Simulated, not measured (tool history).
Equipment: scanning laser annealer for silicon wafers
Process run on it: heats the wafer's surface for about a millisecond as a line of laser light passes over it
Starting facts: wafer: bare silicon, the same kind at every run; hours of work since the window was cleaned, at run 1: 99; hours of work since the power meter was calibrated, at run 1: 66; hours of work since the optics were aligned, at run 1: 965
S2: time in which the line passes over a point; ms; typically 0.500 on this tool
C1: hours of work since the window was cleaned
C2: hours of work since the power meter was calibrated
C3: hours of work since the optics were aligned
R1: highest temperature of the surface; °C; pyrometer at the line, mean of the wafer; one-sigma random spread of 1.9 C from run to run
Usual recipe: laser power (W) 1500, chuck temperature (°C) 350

Run 1, hour 0.0: usual settings; C1 99; C2 66; C3 965. Result: R1 1073 °C.
Run 2, hour 12.4: usual settings; C1 108; C2 75; C3 974. Result: R1 1070 °C.
Run 3, hour 27.9: usual settings but chuck temperature (°C) 358; C1 119; C2 86; C3 985. Result: R1 1082 °C.
Run 4, hour 40.5: usual settings but chuck temperature (°C) 358; C1 128; C2 95; C3 994. Result: R1 1077 °C.
Run 5, hour 52.6: usual settings but chuck temperature (°C) 358; C1 137; C2 104; C3 1003. Result: R1 1079 °C.
Run 6, hour 60.2: usual settings; C1 142; C2 110; C3 1009. Result: R1 1069 °C.
Run 7, hour 75.4: usual settings; C1 153; C2 120; C3 1020. Result: R1 1069 °C.
Run 8, hour 84.7: usual settings; C1 160; C2 127; C3 1026. Result: R1 1068 °C.
Run 9, hour 92.0: usual settings; C1 165; C2 132; C3 1032. Result: R1 1069 °C.
Run 10, hour 106.7: usual settings but laser power (W) 1642; C1 176; C2 143; C3 1042. Result: R1 1127 °C.
Run 11, hour 115.0: usual settings; C1 182; C2 149; C3 1048. Result: R1 1068 °C.
Run 12, hour 129.6: usual settings but chuck temperature (°C) 371; C1 192; C2 160; C3 1059. Result: R1 1090 °C.
Run 13, hour 138.5: usual settings but chuck temperature (°C) 371; C1 199; C2 166; C3 1065. Result: R1 1088 °C.
Run 14, hour 153.7: usual settings; C1 210; C2 177; C3 1076. Result: R1 1066 °C.
Run 15, hour 163.6: usual settings but laser power (W) 1275; C1 217; C2 184; C3 1083. Result: R1 963 °C.
Run 16, hour 178.3: usual settings but laser power (W) 1275; C1 227; C2 195; C3 1094. Result: R1 965 °C.
Run 17, hour 185.7: usual settings but laser power (W) 1275; C1 233; C2 200; C3 1099. Result: R1 968 °C.
Run 18, hour 197.2: usual settings but laser power (W) 1275; C1 241; C2 208; C3 1107. Result: R1 964 °C.
Run 19, hour 205.8: usual settings but laser power (W) 1275; C1 247; C2 214; C3 1113. Result: R1 964 °C.
Run 20, hour 212.3: usual settings but laser power (W) 1409; C1 252; C2 219; C3 1118. Result: R1 1022 °C.
Run 21, hour 223.1: usual settings but laser power (W) 1409; C1 260; C2 227; C3 1126. Result: R1 1025 °C.
Run 22, hour 235.7: usual settings but laser power (W) 1409; C1 269; C2 236; C3 1135. Result: R1 1022 °C.
Run 23, hour 248.7: usual settings but laser power (W) 1298, S2 0.376 ms, chuck temperature (°C) 374; C1 278; C2 245; C3 1144. Result: R1 906 °C.
Run 24, hour 262.4: usual settings but laser power (W) 1298, S2 0.376 ms, chuck temperature (°C) 374; C1 288; C2 255; C3 1154. Result: R1 905 °C.
Run 25, hour 269.8: usual settings but laser power (W) 1353, S2 0.385 ms, chuck temperature (°C) 375; C1 293; C2 260; C3 1159. Result: R1 933 °C.
Run 26, hour 283.0: usual settings but laser power (W) 1353, S2 0.385 ms, chuck temperature (°C) 375; C1 303; C2 270; C3 1169. Result: R1 932 °C.
Run 27, hour 294.9: usual settings but laser power (W) 1353, S2 0.385 ms, chuck temperature (°C) 375; C1 311; C2 278; C3 1177. Result: R1 932 °C.
Run 28, hour 303.7: usual settings but S2 0.381 ms; C1 318; C2 285; C3 1184. Result: R1 957 °C.
Run 29, hour 314.4: usual settings but S2 0.572 ms; C1 325; C2 292; C3 1191. Result: R1 1114 °C.
Run 30, hour 321.7: usual settings but laser power (W) 1379, S2 0.564 ms; C1 330; C2 298; C3 1197. Result: R1 1053 °C.
Run 31, hour 335.7: usual settings but laser power (W) 1379, S2 0.564 ms; C1 341; C2 308; C3 1207. Result: R1 1050 °C.
Run 32, hour 346.1: usual settings but laser power (W) 1379, S2 0.564 ms; C1 348; C2 315; C3 1214. Result: R1 1052 °C.
Run 33, hour 354.7: usual settings but S2 0.606 ms; C1 354; C2 321; C3 1220. Result: R1 1141 °C.
Run 34, hour 363.4: usual settings but S2 0.606 ms; C1 360; C2 328; C3 1227. Result: R1 1140 °C.
Run 35, hour 372.9: usual settings but laser power (W) 1312, chuck temperature (°C) 323; C1 367; C2 334; C3 1234. Result: R1 949 °C.
Run 36, hour 383.7: usual settings but laser power (W) 1312, S2 0.496 ms, chuck temperature (°C) 349; C1 375; C2 342; C3 1241. Result: R1 971 °C.
Run 37, hour 391.3: usual settings but laser power (W) 1501, chuck temperature (°C) 358; C1 381; C2 348; C3 1247. Result: R1 1063 °C.

Each row is a separate what-if for the run after 37, all from the same tool condition, not one after another. Results?
At hour 399.2: optics aligned, line set to its width.
Run A, hour 405.2: usual settings but laser power (W) 1433, S2 0.608 ms, chuck temperature (°C) 390; C1 387; C2 354; C3 4. Result: R1 ?.
At hour 399.2: optics aligned, line set to its width.
Run B, hour 405.2: usual settings but laser power (W) 1456, chuck temperature (°C) 358; C1 387; C2 354; C3 4. Result: R1 ?.
At hour 399.2: optics aligned, line set to its width.
Run C, hour 405.2: usual settings but laser power (W) 1394, S2 0.560 ms, chuck temperature (°C) 316; C1 387; C2 354; C3 4. Result: R1 ?.
At hour 399.2: optics aligned, line set to its width.
Run D, hour 405.2: usual settings but laser power (W) 1309, S2 0.367 ms, chuck temperature (°C) 344; C1 387; C2 354; C3 4. Result: R1 ?.

run    R1
  A  1162
  B  1058
  C  1032
  D   875
The same runs, with their run-to-run variation unchanged, on a tool lacking any hidden condition would have given:
run    R1
  A  1181
  B  1076
  C  1050
  D   888

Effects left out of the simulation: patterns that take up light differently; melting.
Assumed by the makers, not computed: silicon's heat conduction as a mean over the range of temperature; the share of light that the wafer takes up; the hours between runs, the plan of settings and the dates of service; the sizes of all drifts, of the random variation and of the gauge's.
